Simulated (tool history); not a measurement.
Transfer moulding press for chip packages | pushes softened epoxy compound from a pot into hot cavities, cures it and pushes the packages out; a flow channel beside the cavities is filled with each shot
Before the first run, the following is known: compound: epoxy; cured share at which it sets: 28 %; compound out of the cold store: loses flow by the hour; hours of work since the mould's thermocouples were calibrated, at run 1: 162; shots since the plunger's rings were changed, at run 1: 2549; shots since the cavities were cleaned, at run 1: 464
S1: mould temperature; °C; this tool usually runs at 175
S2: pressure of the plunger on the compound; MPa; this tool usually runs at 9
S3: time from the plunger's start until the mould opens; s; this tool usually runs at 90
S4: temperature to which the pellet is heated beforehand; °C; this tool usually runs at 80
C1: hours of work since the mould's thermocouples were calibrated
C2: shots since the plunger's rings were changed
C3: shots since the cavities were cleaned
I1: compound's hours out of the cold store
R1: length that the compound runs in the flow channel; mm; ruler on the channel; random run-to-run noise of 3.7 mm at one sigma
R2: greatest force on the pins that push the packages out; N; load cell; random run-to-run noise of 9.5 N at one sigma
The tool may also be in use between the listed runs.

run    day   S1     S2  S3  S4   C1    C2   C3    I1    R1   R2
  1      0  175      9  90  80  162  2549  464  19.6   938  633
  2  0.225  178      9  90  80  165  2608  523  20.4   932  638
  3  0.454  178   7.53  90  80  167  2669  584  44.2   765  659
  4   0.85  178   7.53  94  80  172  2773  688  24.6   834  640
  5  1.025  178   7.53  94  80  175  2819  734  13.1   878  656
  6  1.292  175      9  90  80  178  2890  805  26.4   903  694
  7  1.688  175      9  90  80  183  2994  909  41.9   852  749
     1.946  -- cavities cleaned with cleaning compound and waxed
  8  2.175  175   9.82  90  80  188  3107   61  41.9   880  468
  9  2.354  175   9.82  90  80  191  3154  108  35.9   905  482
 10   2.75  175   9.82  90  80  196  3259  213   8.4  1013  544
 11  2.933  175   9.82  90  80  198  3308  262  40.8   893  580
 12  3.171  175   9.82  90  80  201  3370  324  45.6   870  593
 13  3.512  175   9.82  90  80  205  3460  414  11.9  1009  610
 14   3.75  175   9.82  90  80  209  3523  477  24.6   948  637
 15  4.088  175   9.82  90  80  213  3612  566    29   934  654
 16  4.267  175  10.86  76  80  215  3660  614  33.4   960  772
 17  4.504  175  10.86  76  80  218  3722  676  25.5   983  826
 18  4.883  175   9.07  76  86  223  3823  777  17.2   944  852
 19  5.188  175   9.07  76  86  227  3903  857  21.4   925  787
     5.638  -- cavities cleaned with cleaning compound and waxed
 20  5.642  175    8.5  90  86  232  4006    0  28.8   865  438
 21  5.892  170   9.56  90  72  235  4073   67  28.4   926  549
 22  6.158  170    8.8  77  78  238  4142  136  21.3   918  774
 23    6.4  170    8.8  77  78  241  4207  201  40.7   843  764
 24  6.704  170    8.8  77  78  245  4287  281    28   892  861
 25  7.021  167   8.62  90  80  249  4370  364  40.9   832  791
 26  7.196  175      9  90  76  251  4417  411  34.4   863  602
 27  7.412  175      9  90  76  254  4474  468    27   893  640
 28  7.812  175   8.73  90  80  259  4580  574  21.1   899  674
 29  8.104  175   8.73  90  80  263  4657  651  44.7   815  719

How would selected steps in R1 from run to run divide? Give the signed amount a tool lacking its hidden state would still show from settings, what came in and random variation, and the signed amount left for the hidden state, including any gauge scatter that is not in both of the compared results.
Hidden state at play: true mould temperature over the reading, C; pressure that reaches the compound, % of what is set; grip of the stained cavities, % over clean ones'; drift of the gauge itself on flow_mm, %; drift of the gauge itself on push_out_n, %.
Run 2 -> 3: S2 9 -> 7.53. R1 -167 mm: hidden state +4, all else -171.
Run 9 -> 10: no setting changed, nothing entered. R1 +108 mm: hidden state -6, all else +114.
Run 12 -> 13: no setting changed, nothing entered. R1 +139 mm: hidden state -5, all else +144.

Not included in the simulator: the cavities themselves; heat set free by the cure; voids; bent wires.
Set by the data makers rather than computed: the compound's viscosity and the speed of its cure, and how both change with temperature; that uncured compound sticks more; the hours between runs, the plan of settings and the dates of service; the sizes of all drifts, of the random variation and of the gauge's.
